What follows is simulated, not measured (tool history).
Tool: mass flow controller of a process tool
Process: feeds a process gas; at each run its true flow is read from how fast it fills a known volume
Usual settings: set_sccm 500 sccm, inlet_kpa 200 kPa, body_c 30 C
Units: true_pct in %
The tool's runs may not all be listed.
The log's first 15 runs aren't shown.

run,hour,set_sccm,inlet_kpa,body_c,true_pct
16,4354,500,200,33,100.45
17,4536.8,500,200,33,100.51
18,4729.1,612,204,26,101.57
19,4922.5,434,204,23,101.34
20,5218.1,434,204,23,101.56
# hour 5343.1: gauge calibrated
21,5459.9,223,226,23,98.41
22,5884.6,210,200,22,98.52
23,6280.7,356,278,22,99.31
24,6570.4,594,278,39,98.85
25,6940.4,594,280,39,98.97
26,7352,147,216,36,98.11
27,7531.8,147,210,33,98.18
28,7867.3,166,200,27,98.96
29,8078.7,166,200,27,99.19
30,8372.5,500,241,20,100.84
31,8614.1,500,241,20,100.95
32,9041.3,500,241,20,101.36
33,9342.6,299,257,20,100.93

5 ways to go on from here, each from the tool as it stands after run 33. What would each give?
# hour 9439.8: controller's zero set anew
A,9643.8,500,256,35,?
# hour 9439.8: controller's zero set anew
B,9643.8,178,173,20,?
# hour 9439.8: controller's zero set anew
C,9643.8,184,200,30,?
# hour 9439.8: controller's zero set anew
D,9643.8,107,257,20,?
# hour 9439.8: controller's zero set anew
E,9643.8,305,161,30,?

run,true_pct
A,100.44
B,100.46
C,99.88
D,100.52
E,99.98
Without the tool's hidden state the same runs would have given:
run,true_pct
A,98.13
B,98.15
C,97.59
D,98.21
E,97.68
